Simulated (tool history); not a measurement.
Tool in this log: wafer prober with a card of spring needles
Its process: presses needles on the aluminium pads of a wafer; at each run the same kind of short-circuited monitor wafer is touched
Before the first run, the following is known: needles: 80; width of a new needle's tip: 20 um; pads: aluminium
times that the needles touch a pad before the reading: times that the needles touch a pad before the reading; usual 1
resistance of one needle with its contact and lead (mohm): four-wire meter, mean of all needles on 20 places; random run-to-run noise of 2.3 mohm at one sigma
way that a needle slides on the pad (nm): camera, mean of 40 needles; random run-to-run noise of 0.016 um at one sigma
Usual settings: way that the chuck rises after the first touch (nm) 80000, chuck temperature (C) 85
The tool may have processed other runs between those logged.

run    day  way that the chuck rises after the first touch (nm)  chuck temperature (C)  times that the needles touch a pad before the reading  resistance of one needle with its contact and lead (mohm)  way that a needle slides on the pad (nm)
  1      0                                                80000                     85                                                      1                                                        263                                     18180
  2  0.271                                                80000                     85                                                      1                                                        282                                     18170
     0.483  -- tips cleaned on abrasive film
  3  0.883                                                80000                     85                                                      1                                                        313                                     18170
     1.025  -- tips cleaned on abrasive film
  4  1.338                                                80000                     85                                                      1                                                        287                                     18140
     1.538  -- tips cleaned on abrasive film
  5  1.804                                                80000                     85                                                      1                                                        285                                     18170
      2.05  -- tips cleaned on abrasive film
  6  2.446                                                80000                     85                                                      1                                                        288                                     18150
     2.562  -- tips cleaned on abrasive film
     2.946  -- tips cleaned on abrasive film, once more
  7  3.075                                                80000                     85                                                      1                                                        275                                     18080
     3.492  -- tips cleaned on abrasive film
  8  3.608                                                80000                     85                                                      1                                                        269                                     18090
  9  3.896                                                82000                     31                                                      3                                                        255                                     18560
     4.008  -- tips cleaned on abrasive film
 10  4.383                                                89000                     81                                                      1                                                        278                                     20120

Run 11, settings as shown, results not yet in. Your forecast:
     4.55  -- tips cleaned on abrasive film
 11    5                                                66000                     81                                                      1                                                          ?                                         ?

resistance of one needle with its contact and lead (mohm): 310
way that a needle slides on the pad (nm): 14850
The same run, on a tool lacking any hidden state, would have yielded resistance of one needle with its contact and lead (mohm) 259, way that a needle slides on the pad (nm) 15010.

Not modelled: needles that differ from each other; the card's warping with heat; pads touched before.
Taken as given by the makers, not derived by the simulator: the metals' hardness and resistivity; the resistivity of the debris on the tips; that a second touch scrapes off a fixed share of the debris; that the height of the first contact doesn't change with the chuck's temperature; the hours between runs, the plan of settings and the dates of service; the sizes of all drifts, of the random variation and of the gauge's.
